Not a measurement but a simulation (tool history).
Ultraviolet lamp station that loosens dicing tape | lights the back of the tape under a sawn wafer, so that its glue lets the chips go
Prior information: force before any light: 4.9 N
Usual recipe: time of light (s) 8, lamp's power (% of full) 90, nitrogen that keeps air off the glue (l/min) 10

run,hour,time of light (s),lamp's power (% of full),nitrogen that keeps air off the glue (l/min),force that peels the tape off (N),light that reached the tape (mJ/cm²)
1,0.0,8,90,10,0.598,523
2,51.4,8,90,10,0.592,514
# hour 79.8: window cleaned of glue's vapour
3,86.8,8,90,10,0.625,498
4,120.7,8,90,10,0.658,496
5,170.8,8,90,13,0.613,486
6,209.6,8,66,10,1.046,353
7,254.2,8,62,10,1.207,329
# hour 286.2: window cleaned of glue's vapour, once more
8,286.2,8,62,10,1.057,360
9,319.8,8,90,10,0.615,518
10,348.7,8,90,10,0.602,514
11,413.0,8,90,10,0.633,518
12,461.2,8,90,10,0.611,506
13,520.0,8,90,10,0.653,502
14,584.7,14,77,11,0.326,734
15,636.3,8,90,4,0.906,489
16,679.1,8,80,7,0.875,431
17,711.2,8,68,9,1.057,364
18,746.7,10,68,9,0.775,451
19,784.3,7,98,9,0.820,446
20,836.0,7,98,9,0.787,450
21,884.7,4,68,14,2.163,174
22,941.3,12,97,3,0.519,740
23,979.7,5,92,19,1.248,284
24,1008.7,12,68,18,0.521,505
25,1050.8,10,82,3,0.957,508

Consider 3 possible next runs. They are alternatives, not a sequence: every one starts from the tool as it was left by run 25. What does each give?
A,1088.7,5,82,3,?,?
B,1088.7,6,60,8,?,?
C,1088.7,12,85,10,?,?

run,force that peels the tape off (N),light that reached the tape (mJ/cm²)
A,2.133,254
B,1.969,224
C,0.438,617
Without the tool's unlogged condition, the same runs would have read:
run,force that peels the tape off (N),light that reached the tape (mJ/cm²)
A,1.514,362
B,1.357,319
C,0.259,881

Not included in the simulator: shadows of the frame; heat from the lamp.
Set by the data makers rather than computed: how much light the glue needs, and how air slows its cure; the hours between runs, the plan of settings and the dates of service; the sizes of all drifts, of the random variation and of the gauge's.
